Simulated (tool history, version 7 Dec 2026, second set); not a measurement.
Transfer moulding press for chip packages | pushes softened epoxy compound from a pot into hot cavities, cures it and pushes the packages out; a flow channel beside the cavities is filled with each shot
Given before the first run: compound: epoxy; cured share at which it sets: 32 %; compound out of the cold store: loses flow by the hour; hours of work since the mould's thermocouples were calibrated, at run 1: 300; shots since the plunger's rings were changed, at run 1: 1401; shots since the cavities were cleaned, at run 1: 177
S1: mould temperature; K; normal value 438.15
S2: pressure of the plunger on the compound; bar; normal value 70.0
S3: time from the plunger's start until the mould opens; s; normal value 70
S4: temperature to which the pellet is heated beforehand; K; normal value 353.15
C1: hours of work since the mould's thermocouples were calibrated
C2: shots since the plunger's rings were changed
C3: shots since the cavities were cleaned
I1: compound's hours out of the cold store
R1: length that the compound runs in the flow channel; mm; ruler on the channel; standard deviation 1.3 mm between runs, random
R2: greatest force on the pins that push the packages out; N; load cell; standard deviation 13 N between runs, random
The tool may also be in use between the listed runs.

{"run": 1, "day": 0.0, "S1": 438.15, "S2": 70.0, "S3": 70, "S4": 353.15, "C1": 300, "C2": 1401, "C3": 177, "I1": 13.8, "R1": 689, "R2": 681}
{"day": 0.671, "done": "cavities cleaned with cleaning compound and waxed"}
{"run": 2, "day": 0.675, "S1": 438.15, "S2": 70.0, "S3": 70, "S4": 353.15, "C1": 310, "C2": 1639, "C3": 1, "I1": 30.9, "R1": 656, "R2": 641}
{"run": 3, "day": 1.079, "S1": 438.15, "S2": 70.0, "S3": 70, "S4": 353.15, "C1": 317, "C2": 1797, "C3": 159, "I1": 17.5, "R1": 680, "R2": 634}
{"run": 4, "day": 1.654, "S1": 438.15, "S2": 70.0, "S3": 70, "S4": 353.15, "C1": 327, "C2": 2020, "C3": 382, "I1": 46.2, "R1": 624, "R2": 623}
{"day": 1.792, "done": "cavities cleaned with cleaning compound and waxed"}
{"day": 2.354, "done": "mould's thermocouples calibrated"}
{"run": 5, "day": 2.546, "S1": 438.15, "S2": 70.0, "S3": 70, "S4": 353.15, "C1": 3, "C2": 2310, "C3": 260, "I1": 31.4, "R1": 654, "R2": 639}
{"day": 2.992, "done": "cavities cleaned with cleaning compound and waxed"}
{"run": 6, "day": 3.092, "S1": 438.15, "S2": 70.0, "S3": 70, "S4": 363.15, "C1": 11, "C2": 2498, "C3": 38, "I1": 46.0, "R1": 624, "R2": 577}
{"run": 7, "day": 3.5, "S1": 438.15, "S2": 70.0, "S3": 70, "S4": 345.15, "C1": 18, "C2": 2657, "C3": 197, "I1": 19.9, "R1": 676, "R2": 662}
{"run": 8, "day": 3.962, "S1": 438.15, "S2": 70.0, "S3": 70, "S4": 353.15, "C1": 26, "C2": 2838, "C3": 378, "I1": 32.4, "R1": 651, "R2": 644}
{"day": 4.112, "done": "cavities cleaned with cleaning compound and waxed"}
{"run": 9, "day": 4.883, "S1": 438.15, "S2": 70.0, "S3": 70, "S4": 353.15, "C1": 41, "C2": 3171, "C3": 299, "I1": 21.5, "R1": 675, "R2": 651}
{"day": 5.25, "done": "cavities cleaned with cleaning compound and waxed"}
{"run": 10, "day": 5.746, "S1": 438.15, "S2": 70.0, "S3": 70, "S4": 353.15, "C1": 54, "C2": 3482, "C3": 192, "I1": 43.3, "R1": 630, "R2": 631}
{"day": 6.362, "done": "cavities cleaned with cleaning compound and waxed"}
{"run": 11, "day": 6.4, "S1": 438.15, "S2": 70.0, "S3": 70, "S4": 353.15, "C1": 64, "C2": 3713, "C3": 15, "I1": 9.3, "R1": 700, "R2": 652}
{"run": 12, "day": 7.325, "S1": 438.15, "S2": 70.0, "S3": 70, "S4": 347.15, "C1": 80, "C2": 4072, "C3": 374, "I1": 19.9, "R1": 674, "R2": 690}
{"day": 7.512, "done": "cavities cleaned with cleaning compound and waxed"}
{"day": 7.662, "done": "plunger's sealing rings changed"}
{"run": 13, "day": 8.012, "S1": 438.15, "S2": 70.0, "S3": 70, "S4": 347.15, "C1": 88, "C2": 137, "C3": 155, "I1": 47.3, "R1": 624, "R2": 658}
{"day": 8.746, "done": "cavities cleaned with cleaning compound and waxed"}
{"run": 14, "day": 8.854, "S1": 438.15, "S2": 70.0, "S3": 70, "S4": 347.15, "C1": 102, "C2": 440, "C3": 42, "I1": 17.0, "R1": 687, "R2": 675}
{"run": 15, "day": 9.417, "S1": 438.15, "S2": 54.0, "S3": 98, "S4": 353.15, "C1": 111, "C2": 659, "C3": 261, "I1": 36.2, "R1": 566, "R2": 428}
{"day": 9.867, "done": "cavities cleaned with cleaning compound and waxed"}
{"run": 16, "day": 10.371, "S1": 438.15, "S2": 54.0, "S3": 98, "S4": 353.15, "C1": 126, "C2": 1006, "C3": 197, "I1": 36.6, "R1": 566, "R2": 438}
{"day": 11.0, "done": "cavities cleaned with cleaning compound and waxed"}
{"run": 17, "day": 11.288, "S1": 438.15, "S2": 54.0, "S3": 98, "S4": 353.15, "C1": 141, "C2": 1338, "C3": 113, "I1": 22.6, "R1": 590, "R2": 436}
{"run": 18, "day": 12.0, "S1": 438.15, "S2": 54.0, "S3": 98, "S4": 353.15, "C1": 153, "C2": 1615, "C3": 390, "I1": 25.8, "R1": 587, "R2": 455}
{"day": 12.142, "done": "cavities cleaned with cleaning compound and waxed"}
{"run": 19, "day": 12.638, "S1": 438.15, "S2": 70.0, "S3": 107, "S4": 356.15, "C1": 162, "C2": 1838, "C3": 192, "I1": 26.1, "R1": 664, "R2": 421}
{"day": 13.283, "done": "cavities cleaned with cleaning compound and waxed"}
{"run": 20, "day": 13.538, "S1": 437.15, "S2": 56.9, "S3": 70, "S4": 361.15, "C1": 176, "C2": 2164, "C3": 99, "I1": 44.6, "R1": 566, "R2": 626}
{"run": 21, "day": 14.167, "S1": 437.15, "S2": 56.9, "S3": 70, "S4": 361.15, "C1": 187, "C2": 2409, "C3": 344, "I1": 36.6, "R1": 579, "R2": 634}
{"day": 14.454, "done": "cavities cleaned with cleaning compound and waxed"}
{"run": 22, "day": 14.879, "S1": 436.15, "S2": 56.9, "S3": 70, "S4": 361.15, "C1": 198, "C2": 2662, "C3": 165, "I1": 18.3, "R1": 616, "R2": 736}
{"day": 15.612, "done": "cavities cleaned with cleaning compound and waxed"}
{"run": 23, "day": 15.638, "S1": 439.15, "S2": 56.9, "S3": 70, "S4": 346.15, "C1": 210, "C2": 2931, "C3": 9, "I1": 11.4, "R1": 625, "R2": 624}
{"run": 24, "day": 16.529, "S1": 438.15, "S2": 74.5, "S3": 95, "S4": 357.15, "C1": 225, "C2": 3279, "C3": 357, "I1": 18.3, "R1": 702, "R2": 437}
{"day": 16.75, "done": "cavities cleaned with cleaning compound and waxed"}
{"run": 25, "day": 17.375, "S1": 445.15, "S2": 74.5, "S3": 95, "S4": 357.15, "C1": 238, "C2": 3584, "C3": 243, "I1": 28.7, "R1": 664, "R2": 415}
{"day": 17.883, "done": "cavities cleaned with cleaning compound and waxed"}
{"run": 26, "day": 18.104, "S1": 438.15, "S2": 87.3, "S3": 70, "S4": 344.15, "C1": 249, "C2": 3843, "C3": 87, "I1": 26.7, "R1": 740, "R2": 678}

Below are 4 alternative next runs, each starting from the tool's condition after run 26. Predict each:
{"day": 19.0, "done": "plunger's sealing rings changed"}
{"day": 19.096, "done": "cavities cleaned with cleaning compound and waxed"}
{"run": "A", "day": 19.096, "S1": 438.15, "S2": 71.1, "S3": 70, "S4": 345.15, "C1": 263, "C2": 13, "C3": 0, "I1": 30.9, "R1": "?", "R2": "?"}
{"day": 19.0, "done": "plunger's sealing rings changed"}
{"day": 19.096, "done": "cavities cleaned with cleaning compound and waxed"}
{"run": "B", "day": 19.096, "S1": 435.15, "S2": 62.2, "S3": 70, "S4": 355.15, "C1": 263, "C2": 13, "C3": 0, "I1": 14.7, "R1": "?", "R2": "?"}
{"day": 19.0, "done": "plunger's sealing rings changed"}
{"day": 19.096, "done": "cavities cleaned with cleaning compound and waxed"}
{"run": "C", "day": 19.096, "S1": 433.15, "S2": 87.3, "S3": 73, "S4": 355.15, "C1": 263, "C2": 13, "C3": 0, "I1": 9.3, "R1": "?", "R2": "?"}
{"day": 19.0, "done": "plunger's sealing rings changed"}
{"day": 19.096, "done": "cavities cleaned with cleaning compound and waxed"}
{"run": "D", "day": 19.096, "S1": 438.15, "S2": 70.0, "S3": 91, "S4": 353.15, "C1": 263, "C2": 13, "C3": 0, "I1": 40.7, "R1": "?", "R2": "?"}

run=A R1=660 R2=688
run=B R1=657 R2=838
run=C R1=798 R2=840
run=D R1=634 R2=431
What these runs would have given with no unlogged condition in the tool:
run=A R1=660 R2=688
run=B R1=657 R2=837
run=C R1=798 R2=839
run=D R1=634 R2=431

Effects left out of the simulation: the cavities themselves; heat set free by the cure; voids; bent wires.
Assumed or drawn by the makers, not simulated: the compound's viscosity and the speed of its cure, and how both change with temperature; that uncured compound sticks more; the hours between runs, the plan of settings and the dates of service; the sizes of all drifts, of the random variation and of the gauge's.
